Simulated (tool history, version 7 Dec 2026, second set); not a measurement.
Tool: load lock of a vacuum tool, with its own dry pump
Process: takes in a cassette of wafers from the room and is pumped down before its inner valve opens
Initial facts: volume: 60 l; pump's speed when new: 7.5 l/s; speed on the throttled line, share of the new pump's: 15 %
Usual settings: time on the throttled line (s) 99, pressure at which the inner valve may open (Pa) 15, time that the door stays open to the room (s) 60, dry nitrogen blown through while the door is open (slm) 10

| run | day | time on the throttled line (s) | pressure at which the inner valve may open (Pa) | time that the door stays open to the room (s) | dry nitrogen blown through while the door is open (slm) | incoming humidity of the room's air, % | time from the closed door until the inner valve may open (s) | rise of the pressure with all valves shut (Pa/min) |
|---|---|---|---|---|---|---|---|---|
| 1 | 0.000 | 99 | 15 | 60 | 10 | 43.9 | 156.1 | 0.049 |
| 2 | 7.000 | 99 | 15 | 119 | 10 | 44.5 | 157.4 | 0.068 |
| 3 | 12.421 | 99 | 15 | 60 | 10 | 43.7 | 156.5 | 0.068 |
| 4 | 20.817 | 99 | 15 | 60 | 17 | 46.7 | 155.1 | 0.078 |
| 5 | 27.008 | 99 | 15 | 60 | 17 | 43.5 | 157.8 | 0.086 |
| 6 | 31.346 | 94 | 15 | 60 | 10 | 45.2 | 152.4 | 0.110 |
| 7 | 36.571 | 99 | 15 | 60 | 10 | 44.9 | 155.4 | 0.123 |
| 8 | 44.671 | 99 | 15 | 60 | 10 | 42.2 | 155.9 | 0.139 |
| 9 | 53.242 | 99 | 15 | 60 | 10 | 43.9 | 158.4 | 0.158 |
| 10 | 57.371 | 99 | 15 | 60 | 29 | 48.1 | 157.6 | 0.163 |
| 11 | 65.717 | 99 | 15 | 163 | 10 | 45.6 | 157.2 | 0.211 |
| 12 | 70.096 | 99 | 15 | 60 | 10 | 43.7 | 157.7 | 0.211 |
| 13 | 79.383 | 99 | 15 | 60 | 10 | 45.1 | 157.7 | 0.250 |
| 14 | 88.512 | 99 | 15 | 60 | 10 | 46.0 | 156.9 | 0.277 |
| 15 | 93.675 | 99 | 15 | 60 | 10 | 45.6 | 157.3 | 0.301 |
| 16 | 99.212 | 99 | 15 | 60 | 10 | 46.3 | 158.2 | 0.321 |
| 17 | 106.829 | 99 | 15 | 52 | 10 | 43.1 | 159.0 | 0.357 |
| 18 | 113.475 | 71 | 17 | 60 | 10 | 47.1 | 133.8 | 0.378 |
| 19 | 119.471 | 116 | 17 | 30 | 14 | 42.0 | 171.4 | 0.387 |
| 20 | 123.550 | 116 | 17 | 30 | 14 | 45.1 | 171.8 | 0.419 |
| 21 | 131.988 | 116 | 17 | 30 | 14 | 45.4 | 172.6 | 0.466 |
| 22 | 141.521 | 116 | 17 | 30 | 20 | 45.6 | 171.2 | 0.510 |
| 23 | 145.679 | 63 | 15 | 60 | 25 | 43.3 | 127.8 | 0.536 |
| 24 | 155.438 | 89 | 15 | 60 | 5 | 47.1 | 150.0 | 0.596 |
| 25 | 162.846 | 89 | 15 | 60 | 5 | 42.9 | 151.7 | 0.636 |
| 26 | 171.512 | 89 | 12 | 60 | 23 | 44.0 | 153.1 | 0.670 |
|  | 172.325 | door's seal changed, seat wiped |
| 27 | 175.604 | 89 | 12 | 60 | 23 | 44.4 | 152.5 | 0.028 |
| 28 | 182.383 | 99 | 24 | 127 | 10 | 44.1 | 153.5 | 0.057 |
| 29 | 189.096 | 99 | 24 | 127 | 10 | 46.4 | 154.4 | 0.072 |
| 30 | 197.133 | 99 | 24 | 127 | 10 | 45.2 | 153.8 | 0.069 |

Alternative continuations, all from the tool just after run 30; predict every row:
| A | 204.704 | 99 | 12 | 60 | 6 | 44.4 | ? | ? |
| B | 204.704 | 99 | 24 | 60 | 5 | 46.7 | ? | ? |
| C | 204.704 | 99 | 24 | 127 | 8 | 42.6 | ? | ? |
| D | 204.704 | 81 | 15 | 99 | 10 | 43.7 | ? | ? |
| E | 204.704 | 50 | 24 | 127 | 37 | 43.6 | ? | ? |

| run | time from the closed door until the inner valve may open (s) | rise of the pressure with all valves shut (Pa/min) |
|---|---|---|
| A | 162.0 | 0.086 |
| B | 152.1 | 0.091 |
| C | 155.0 | 0.089 |
| D | 143.3 | 0.083 |
| E | 114.4 | 0.071 |
Stripped of hidden state, with their random variation kept, the same runs would have yielded:
| run | time from the closed door until the inner valve may open (s) | rise of the pressure with all valves shut (Pa/min) |
|---|---|---|
| A | 157.1 | 0.039 |
| B | 148.0 | 0.043 |
| C | 150.8 | 0.043 |
| D | 138.5 | 0.037 |
| E | 109.5 | 0.024 |

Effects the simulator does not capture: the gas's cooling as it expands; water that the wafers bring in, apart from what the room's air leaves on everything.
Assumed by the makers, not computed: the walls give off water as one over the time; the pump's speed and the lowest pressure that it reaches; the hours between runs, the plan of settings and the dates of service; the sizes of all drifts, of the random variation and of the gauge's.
